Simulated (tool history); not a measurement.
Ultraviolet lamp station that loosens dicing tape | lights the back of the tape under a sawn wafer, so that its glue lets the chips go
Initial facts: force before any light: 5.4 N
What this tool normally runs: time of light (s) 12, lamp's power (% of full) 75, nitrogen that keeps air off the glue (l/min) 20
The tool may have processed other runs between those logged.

run,hour,time of light (s),lamp's power (% of full),nitrogen that keeps air off the glue (l/min),force that peels the tape off (N),light that reached the tape (mJ/cm2)
1,0.0,12,75,20,0.500,475
2,8.9,12,75,8,0.947,480
# hour 13.6: window cleaned of glue's vapour
3,18.7,12,75,20,0.481,455
4,23.7,20,75,20,0.196,755
5,28.7,20,75,20,0.208,760
6,34.7,20,75,20,0.198,754
7,43.4,12,75,20,0.523,459
# hour 46.0: window cleaned of glue's vapour, once more
8,50.5,12,75,20,0.403,508
9,58.2,12,75,20,0.414,503
10,67.1,12,75,20,0.408,501
11,72.8,12,75,20,0.413,504
12,76.9,12,74,20,0.452,494
13,83.3,8,81,20,0.801,360
14,91.3,12,98,21,0.240,658
15,100.3,20,83,20,0.162,916
16,107.2,12,83,11,0.564,555
17,115.3,12,80,20,0.397,528
18,121.0,7,75,20,1.161,287
19,125.7,18,62,20,0.288,609
20,131.9,8,66,16,1.256,290
21,139.3,9,92,20,0.534,450

Forecast each of these 4 alternatives for the next run:
A,147.1,12,75,27,?,?
B,147.1,12,73,10,?,?
C,147.1,12,75,20,?,?
D,147.1,8,67,20,?,?

run,force that peels the tape off (N),light that reached the tape (mJ/cm2)
A,0.358,483
B,0.796,478
C,0.437,486
D,1.053,292
Without the tool's hidden state the same runs would have given:
run,force that peels the tape off (N),light that reached the tape (mJ/cm2)
A,0.300,529
B,0.678,523
C,0.363,532
D,0.916,319
